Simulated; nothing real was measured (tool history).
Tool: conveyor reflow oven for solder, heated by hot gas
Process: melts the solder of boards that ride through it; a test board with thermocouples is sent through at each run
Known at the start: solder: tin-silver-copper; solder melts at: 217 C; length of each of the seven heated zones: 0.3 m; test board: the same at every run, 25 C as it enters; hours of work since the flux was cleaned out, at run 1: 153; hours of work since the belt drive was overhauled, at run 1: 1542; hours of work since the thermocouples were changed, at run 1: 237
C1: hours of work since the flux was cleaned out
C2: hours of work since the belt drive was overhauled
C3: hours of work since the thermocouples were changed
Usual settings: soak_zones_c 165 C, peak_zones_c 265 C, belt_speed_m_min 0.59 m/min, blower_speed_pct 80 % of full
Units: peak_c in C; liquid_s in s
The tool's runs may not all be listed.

run 1 hour=0 | soak_zones_c=165 peak_zones_c=265 belt_speed_m_min=0.59 blower_speed_pct=80 | C1=153 C2=1542 C3=237 | peak_c=243.9 liquid_s=38.6
-- hour=13.5 belt drive overhauled, speed set with a stopwatch
run 2 hour=36.3 | soak_zones_c=165 peak_zones_c=265 belt_speed_m_min=0.59 blower_speed_pct=80 | C1=170 C2=12 C3=253 | peak_c=241.5 liquid_s=34.7
-- hour=82.6 flux residue cleaned out of gas plates and filters
run 3 hour=109 | soak_zones_c=165 peak_zones_c=265 belt_speed_m_min=0.59 blower_speed_pct=80 | C1=14 C2=47 C3=289 | peak_c=243.1 liquid_s=36.1
run 4 hour=153.7 | soak_zones_c=165 peak_zones_c=265 belt_speed_m_min=0.59 blower_speed_pct=80 | C1=37 C2=70 C3=312 | peak_c=243.2 liquid_s=35.9
run 5 hour=214.9 | soak_zones_c=165 peak_zones_c=265 belt_speed_m_min=0.59 blower_speed_pct=58 | C1=69 C2=102 C3=343 | peak_c=236.9 liquid_s=29.5
run 6 hour=267.7 | soak_zones_c=165 peak_zones_c=265 belt_speed_m_min=0.59 blower_speed_pct=58 | C1=96 C2=129 C3=371 | peak_c=236.5 liquid_s=29.4
run 7 hour=305.8 | soak_zones_c=165 peak_zones_c=265 belt_speed_m_min=0.59 blower_speed_pct=80 | C1=116 C2=149 C3=391 | peak_c=241.8 liquid_s=35.1
run 8 hour=341.7 | soak_zones_c=175 peak_zones_c=265 belt_speed_m_min=0.59 blower_speed_pct=80 | C1=134 C2=168 C3=409 | peak_c=243.4 liquid_s=39.6
run 9 hour=386.3 | soak_zones_c=175 peak_zones_c=265 belt_speed_m_min=0.59 blower_speed_pct=80 | C1=158 C2=191 C3=432 | peak_c=243.5 liquid_s=39.4
run 10 hour=445.1 | soak_zones_c=165 peak_zones_c=265 belt_speed_m_min=0.59 blower_speed_pct=80 | C1=188 C2=221 C3=463 | peak_c=241.4 liquid_s=34.3
-- hour=459.8 flux residue cleaned out of gas plates and filters
run 11 hour=499.2 | soak_zones_c=165 peak_zones_c=265 belt_speed_m_min=0.59 blower_speed_pct=80 | C1=20 C2=247 C3=488 | peak_c=242.6 liquid_s=36.1
run 12 hour=558.2 | soak_zones_c=165 peak_zones_c=265 belt_speed_m_min=0.59 blower_speed_pct=80 | C1=51 C2=277 C3=519 | peak_c=242.5 liquid_s=35.8
run 13 hour=600.1 | soak_zones_c=165 peak_zones_c=265 belt_speed_m_min=0.59 blower_speed_pct=80 | C1=73 C2=299 C3=541 | peak_c=242 liquid_s=35.6
run 14 hour=635.8 | soak_zones_c=165 peak_zones_c=265 belt_speed_m_min=0.59 blower_speed_pct=80 | C1=91 C2=318 C3=559 | peak_c=241.7 liquid_s=35.3
run 15 hour=677.5 | soak_zones_c=165 peak_zones_c=271 belt_speed_m_min=0.59 blower_speed_pct=80 | C1=113 C2=339 C3=581 | peak_c=246.4 liquid_s=38.9
run 16 hour=720.8 | soak_zones_c=165 peak_zones_c=271 belt_speed_m_min=0.635 blower_speed_pct=80 | C1=135 C2=362 C3=603 | peak_c=243.1 liquid_s=33.1
run 17 hour=785.8 | soak_zones_c=165 peak_zones_c=271 belt_speed_m_min=0.635 blower_speed_pct=80 | C1=169 C2=395 C3=637 | peak_c=243.1 liquid_s=32.8
-- hour=836.3 flux residue cleaned out of gas plates and filters
run 18 hour=849.6 | soak_zones_c=165 peak_zones_c=271 belt_speed_m_min=0.635 blower_speed_pct=80 | C1=7 C2=426 C3=667 | peak_c=245.3 liquid_s=35.1
run 19 hour=880.8 | soak_zones_c=154 peak_zones_c=265 belt_speed_m_min=0.59 blower_speed_pct=80 | C1=23 C2=442 C3=684 | peak_c=240.1 liquid_s=32.2
-- hour=920.4 thermocouples of zones 6 and 7 changed
run 20 hour=953.6 | soak_zones_c=154 peak_zones_c=265 belt_speed_m_min=0.59 blower_speed_pct=80 | C1=60 C2=479 C3=17 | peak_c=241.9 liquid_s=33
run 21 hour=1025.2 | soak_zones_c=161 peak_zones_c=258 belt_speed_m_min=0.656 blower_speed_pct=89 | C1=97 C2=516 C3=54 | peak_c=235 liquid_s=25.1
run 22 hour=1098.3 | soak_zones_c=161 peak_zones_c=258 belt_speed_m_min=0.656 blower_speed_pct=53 | C1=135 C2=554 C3=92 | peak_c=224.6 liquid_s=12.1
run 23 hour=1159.3 | soak_zones_c=165 peak_zones_c=265 belt_speed_m_min=0.551 blower_speed_pct=80 | C1=166 C2=585 C3=124 | peak_c=245.3 liquid_s=41.8
run 24 hour=1200 | soak_zones_c=162 peak_zones_c=279 belt_speed_m_min=0.551 blower_speed_pct=69 | C1=188 C2=607 C3=145 | peak_c=253.4 liquid_s=46
-- hour=1214.2 flux residue cleaned out of gas plates and filters
run 25 hour=1237.7 | soak_zones_c=165 peak_zones_c=265 belt_speed_m_min=0.519 blower_speed_pct=80 | C1=12 C2=623 C3=162 | peak_c=248.5 liquid_s=47.6
run 26 hour=1276.5 | soak_zones_c=164 peak_zones_c=265 belt_speed_m_min=0.59 blower_speed_pct=85 | C1=32 C2=644 C3=182 | peak_c=245.4 liquid_s=38.5
run 27 hour=1334.3 | soak_zones_c=164 peak_zones_c=265 belt_speed_m_min=0.59 blower_speed_pct=85 | C1=62 C2=674 C3=212 | peak_c=244.2 liquid_s=37.5
run 28 hour=1371.3 | soak_zones_c=172 peak_zones_c=274 belt_speed_m_min=0.59 blower_speed_pct=87 | C1=81 C2=693 C3=231 | peak_c=253.6 liquid_s=46.4
run 29 hour=1423.3 | soak_zones_c=160 peak_zones_c=254 belt_speed_m_min=0.59 blower_speed_pct=80 | C1=108 C2=720 C3=258 | peak_c=233.1 liquid_s=26.3

The same runs without the tool's hidden state, with the same run-to-run variation:
The hidden state here: heat that the gas passes to the board, % of a clean oven's; belt's true speed, % of the reading; true gas temperature in zones 6 and 7 over the reading, C; drift of the gauge itself on peak_c, C; drift of the gauge itself on liquid_s, %.
run=1 peak_c=245.1 liquid_s=37.8
run=2 peak_c=244.6 liquid_s=37.6
run=3 peak_c=244.7 liquid_s=37.3
run=4 peak_c=245 liquid_s=37.3
run=5 peak_c=238.9 liquid_s=31.5
run=6 peak_c=238.9 liquid_s=31.7
run=7 peak_c=244.5 liquid_s=37.4
run=8 peak_c=246.2 liquid_s=41.8
run=9 peak_c=246.6 liquid_s=41.9
run=10 peak_c=245 liquid_s=37.4
run=11 peak_c=244.6 liquid_s=37.5
run=12 peak_c=244.8 liquid_s=37.5
run=13 peak_c=244.5 liquid_s=37.5
run=14 peak_c=244.5 liquid_s=37.4
run=15 peak_c=249.4 liquid_s=40.8
run=16 peak_c=246.5 liquid_s=35.4
run=17 peak_c=247 liquid_s=35.5
run=18 peak_c=247.1 liquid_s=35.9
run=19 peak_c=242.2 liquid_s=33.5
run=20 peak_c=242.6 liquid_s=33.2
run=21 peak_c=236.2 liquid_s=25.9
run=22 peak_c=225.9 liquid_s=13.6
run=23 peak_c=247.1 liquid_s=42.7
run=24 peak_c=255.5 liquid_s=46.8
run=25 peak_c=248.8 liquid_s=47
run=26 peak_c=245.9 liquid_s=38.2
run=27 peak_c=245.1 liquid_s=37.5
run=28 peak_c=254.8 liquid_s=46.2
run=29 peak_c=234.5 liquid_s=27.4

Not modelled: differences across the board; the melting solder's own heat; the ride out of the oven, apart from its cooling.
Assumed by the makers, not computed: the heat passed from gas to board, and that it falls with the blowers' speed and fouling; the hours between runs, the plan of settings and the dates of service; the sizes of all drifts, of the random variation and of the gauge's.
